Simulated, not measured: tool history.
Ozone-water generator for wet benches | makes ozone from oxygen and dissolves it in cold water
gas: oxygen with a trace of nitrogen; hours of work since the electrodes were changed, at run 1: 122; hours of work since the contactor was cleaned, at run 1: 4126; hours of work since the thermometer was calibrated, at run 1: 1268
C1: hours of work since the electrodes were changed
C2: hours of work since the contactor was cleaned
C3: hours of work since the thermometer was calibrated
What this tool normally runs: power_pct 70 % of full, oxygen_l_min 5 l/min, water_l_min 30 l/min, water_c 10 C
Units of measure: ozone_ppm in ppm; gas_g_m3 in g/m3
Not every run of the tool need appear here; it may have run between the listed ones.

{"run": 1, "hour": 0.0, "power_pct": 70, "oxygen_l_min": 5, "water_l_min": 30, "water_c": 10, "C1": 122, "C2": 4126, "C3": 1268, "ozone_ppm": 21, "gas_g_m3": 217.5}
{"run": 2, "hour": 21.9, "power_pct": 70, "oxygen_l_min": 5, "water_l_min": 30, "water_c": 10, "C1": 142, "C2": 4147, "C3": 1288, "ozone_ppm": 20.6, "gas_g_m3": 217.3}
{"run": 3, "hour": 56.0, "power_pct": 70, "oxygen_l_min": 5, "water_l_min": 30, "water_c": 10, "C1": 175, "C2": 4179, "C3": 1321, "ozone_ppm": 20.9, "gas_g_m3": 219.6}
{"run": 4, "hour": 83.2, "power_pct": 70, "oxygen_l_min": 5, "water_l_min": 30, "water_c": 15, "C1": 200, "C2": 4205, "C3": 1346, "ozone_ppm": 19.5, "gas_g_m3": 218.9}
{"run": 5, "hour": 111.3, "power_pct": 70, "oxygen_l_min": 5, "water_l_min": 30, "water_c": 15, "C1": 227, "C2": 4231, "C3": 1373, "ozone_ppm": 19.7, "gas_g_m3": 216.8}
{"run": 6, "hour": 145.2, "power_pct": 70, "oxygen_l_min": 5, "water_l_min": 30, "water_c": 10, "C1": 259, "C2": 4263, "C3": 1405, "ozone_ppm": 21, "gas_g_m3": 216.8}
{"run": 7, "hour": 170.0, "power_pct": 70, "oxygen_l_min": 5, "water_l_min": 30, "water_c": 10, "C1": 283, "C2": 4287, "C3": 1429, "ozone_ppm": 20.4, "gas_g_m3": 218.8}
{"run": 8, "hour": 217.3, "power_pct": 93, "oxygen_l_min": 5, "water_l_min": 30, "water_c": 10, "C1": 327, "C2": 4332, "C3": 1473, "ozone_ppm": 25.6, "gas_g_m3": 266.4}
{"run": 9, "hour": 247.9, "power_pct": 93, "oxygen_l_min": 5, "water_l_min": 30, "water_c": 10, "C1": 356, "C2": 4361, "C3": 1502, "ozone_ppm": 25.3, "gas_g_m3": 266.9}
{"run": 10, "hour": 286.9, "power_pct": 42, "oxygen_l_min": 5, "water_l_min": 30, "water_c": 10, "C1": 393, "C2": 4398, "C3": 1539, "ozone_ppm": 14.3, "gas_g_m3": 150.5}
{"run": 11, "hour": 318.2, "power_pct": 70, "oxygen_l_min": 5, "water_l_min": 22, "water_c": 10, "C1": 423, "C2": 4427, "C3": 1569, "ozone_ppm": 27.6, "gas_g_m3": 218.5}
{"run": 12, "hour": 363.3, "power_pct": 43, "oxygen_l_min": 5, "water_l_min": 30, "water_c": 10, "C1": 466, "C2": 4470, "C3": 1612, "ozone_ppm": 14.6, "gas_g_m3": 152.4}
{"run": 13, "hour": 386.2, "power_pct": 43, "oxygen_l_min": 5, "water_l_min": 30, "water_c": 10, "C1": 487, "C2": 4492, "C3": 1633, "ozone_ppm": 14.5, "gas_g_m3": 154.9}
{"run": 14, "hour": 417.7, "power_pct": 43, "oxygen_l_min": 5, "water_l_min": 30, "water_c": 10, "C1": 517, "C2": 4521, "C3": 1663, "ozone_ppm": 14.6, "gas_g_m3": 152.7}
{"run": 15, "hour": 464.5, "power_pct": 43, "oxygen_l_min": 5, "water_l_min": 30, "water_c": 10, "C1": 561, "C2": 4566, "C3": 1707, "ozone_ppm": 14.6, "gas_g_m3": 152.2}
{"run": 16, "hour": 493.7, "power_pct": 65, "oxygen_l_min": 6.36, "water_l_min": 43, "water_c": 13, "C1": 589, "C2": 4593, "C3": 1735, "ozone_ppm": 13.2, "gas_g_m3": 177.4}
{"run": 17, "hour": 530.6, "power_pct": 65, "oxygen_l_min": 6.36, "water_l_min": 43, "water_c": 13, "C1": 624, "C2": 4628, "C3": 1770, "ozone_ppm": 13.4, "gas_g_m3": 178.9}
{"run": 18, "hour": 566.9, "power_pct": 80, "oxygen_l_min": 3.11, "water_l_min": 19, "water_c": 13, "C1": 658, "C2": 4663, "C3": 1804, "ozone_ppm": 32.2, "gas_g_m3": 316.8}
{"run": 19, "hour": 589.9, "power_pct": 70, "oxygen_l_min": 2.6, "water_l_min": 25, "water_c": 6, "C1": 680, "C2": 4684, "C3": 1826, "ozone_ppm": 23.8, "gas_g_m3": 323.5}
{"run": 20, "hour": 620.3, "power_pct": 59, "oxygen_l_min": 3.83, "water_l_min": 30, "water_c": 10, "C1": 709, "C2": 4713, "C3": 1855, "ozone_ppm": 17.7, "gas_g_m3": 226.5}
{"run": 21, "hour": 665.3, "power_pct": 59, "oxygen_l_min": 4.5, "water_l_min": 30, "water_c": 10, "C1": 752, "C2": 4756, "C3": 1898, "ozone_ppm": 17.8, "gas_g_m3": 205.4}
{"run": 22, "hour": 703.2, "power_pct": 59, "oxygen_l_min": 5.49, "water_l_min": 34, "water_c": 10, "C1": 787, "C2": 4792, "C3": 1933, "ozone_ppm": 16.4, "gas_g_m3": 181}
{"run": 23, "hour": 729.3, "power_pct": 59, "oxygen_l_min": 5.49, "water_l_min": 34, "water_c": 10, "C1": 812, "C2": 4816, "C3": 1958, "ozone_ppm": 16.2, "gas_g_m3": 180.8}
{"run": 24, "hour": 774.7, "power_pct": 96, "oxygen_l_min": 4.7, "water_l_min": 30, "water_c": 14, "C1": 855, "C2": 4860, "C3": 2001, "ozone_ppm": 24.7, "gas_g_m3": 281.5}
{"run": 25, "hour": 816.2, "power_pct": 96, "oxygen_l_min": 4.7, "water_l_min": 30, "water_c": 14, "C1": 895, "C2": 4899, "C3": 2041, "ozone_ppm": 24.5, "gas_g_m3": 280.7}

3 ways to go on from here, each from the tool as it stands after run 25. What would each give?
{"run": "A", "hour": 839.6, "power_pct": 70, "oxygen_l_min": 5, "water_l_min": 30, "water_c": 16, "C1": 917, "C2": 4921, "C3": 2063, "ozone_ppm": "?", "gas_g_m3": "?"}
{"run": "B", "hour": 839.6, "power_pct": 92, "oxygen_l_min": 4.23, "water_l_min": 30, "water_c": 10, "C1": 917, "C2": 4921, "C3": 2063, "ozone_ppm": "?", "gas_g_m3": "?"}
{"run": "C", "hour": 839.6, "power_pct": 70, "oxygen_l_min": 5, "water_l_min": 30, "water_c": 5, "C1": 917, "C2": 4921, "C3": 2063, "ozone_ppm": "?", "gas_g_m3": "?"}

run=A ozone_ppm=19.2 gas_g_m3=216.8
run=B ozone_ppm=24.8 gas_g_m3=292.9
run=C ozone_ppm=21.3 gas_g_m3=215.9
Had the tool no hidden state, the same runs would have come out as:
run=A ozone_ppm=20.2 gas_g_m3=219.4
run=B ozone_ppm=26.2 gas_g_m3=297.1
run=C ozone_ppm=22.5 gas_g_m3=218.5
